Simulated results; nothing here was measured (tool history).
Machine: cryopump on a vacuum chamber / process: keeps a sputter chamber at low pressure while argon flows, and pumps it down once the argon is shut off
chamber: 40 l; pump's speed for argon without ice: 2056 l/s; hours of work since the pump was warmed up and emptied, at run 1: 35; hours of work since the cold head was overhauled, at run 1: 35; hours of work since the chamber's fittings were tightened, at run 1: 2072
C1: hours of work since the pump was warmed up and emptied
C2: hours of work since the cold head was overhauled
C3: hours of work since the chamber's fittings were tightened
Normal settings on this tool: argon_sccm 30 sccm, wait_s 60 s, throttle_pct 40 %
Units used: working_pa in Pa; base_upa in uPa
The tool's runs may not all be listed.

run 1 hour=0.0 | argon_sccm=30 wait_s=60 throttle_pct=40 | C1=35 C2=35 C3=2072 | working_pa=0.0617 base_upa=1.98
run 2 hour=17.7 | argon_sccm=30 wait_s=60 throttle_pct=40 | C1=45 C2=45 C3=2082 | working_pa=0.0614 base_upa=2.02
run 3 hour=36.2 | argon_sccm=30 wait_s=60 throttle_pct=40 | C1=55 C2=55 C3=2092 | working_pa=0.0621 base_upa=2.05
run 4 hour=53.1 | argon_sccm=30 wait_s=37 throttle_pct=40 | C1=65 C2=65 C3=2102 | working_pa=0.0630 base_upa=2.64
run 5 hour=68.5 | argon_sccm=30 wait_s=37 throttle_pct=40 | C1=73 C2=73 C3=2110 | working_pa=0.0630 base_upa=2.57
run 6 hour=85.9 | argon_sccm=30 wait_s=117 throttle_pct=40 | C1=83 C2=83 C3=2120 | working_pa=0.0636 base_upa=1.61
run 7 hour=102.3 | argon_sccm=30 wait_s=60 throttle_pct=40 | C1=92 C2=92 C3=2130 | working_pa=0.0638 base_upa=2.01
run 8 hour=119.0 | argon_sccm=30 wait_s=60 throttle_pct=40 | C1=102 C2=102 C3=2139 | working_pa=0.0637 base_upa=2.04
run 9 hour=136.1 | argon_sccm=30 wait_s=60 throttle_pct=40 | C1=111 C2=111 C3=2149 | working_pa=0.0629 base_upa=2.12
run 10 hour=157.8 | argon_sccm=23 wait_s=60 throttle_pct=40 | C1=124 C2=124 C3=2161 | working_pa=0.0492 base_upa=2.06
run 11 hour=182.2 | argon_sccm=23 wait_s=60 throttle_pct=40 | C1=137 C2=137 C3=2175 | working_pa=0.0488 base_upa=2.16
run 12 hour=192.2 | argon_sccm=30 wait_s=60 throttle_pct=40 | C1=143 C2=143 C3=2180 | working_pa=0.0652 base_upa=2.12
run 13 hour=206.7 | argon_sccm=30 wait_s=60 throttle_pct=41 | C1=151 C2=151 C3=2189 | working_pa=0.0630 base_upa=2.20
run 14 hour=217.8 | argon_sccm=49 wait_s=60 throttle_pct=41 | C1=158 C2=158 C3=2195 | working_pa=0.1032 base_upa=2.17
run 15 hour=228.1 | argon_sccm=30 wait_s=25 throttle_pct=40 | C1=163 C2=163 C3=2201 | working_pa=0.0637 base_upa=3.39
run 16 hour=250.1 | argon_sccm=30 wait_s=25 throttle_pct=40 | C1=176 C2=176 C3=2213 | working_pa=0.0653 base_upa=3.47
run 17 hour=267.4 | argon_sccm=30 wait_s=60 throttle_pct=40 | C1=185 C2=185 C3=2223 | working_pa=0.0660 base_upa=2.14
run 18 hour=278.8 | argon_sccm=30 wait_s=25 throttle_pct=40 | C1=192 C2=192 C3=2229 | working_pa=0.0661 base_upa=3.35
run 19 hour=298.6 | argon_sccm=30 wait_s=85 throttle_pct=40 | C1=203 C2=203 C3=2240 | working_pa=0.0654 base_upa=1.94
run 20 hour=311.4 | argon_sccm=30 wait_s=42 throttle_pct=40 | C1=210 C2=210 C3=2248 | working_pa=0.0652 base_upa=2.60

Run 21 is up next; what results do you expect?
run 21 hour=327.8 | argon_sccm=30 wait_s=42 throttle_pct=40 | C1=220 C2=220 C3=2257 | working_pa=? base_upa=?

{"run 21": {"working_pa": 0.0659, "base_upa": 2.61}}
On a tool with no hidden condition, and with the same random variation, this run would have come out at working_pa 0.0616 Pa, base_upa 1.45 uPa.

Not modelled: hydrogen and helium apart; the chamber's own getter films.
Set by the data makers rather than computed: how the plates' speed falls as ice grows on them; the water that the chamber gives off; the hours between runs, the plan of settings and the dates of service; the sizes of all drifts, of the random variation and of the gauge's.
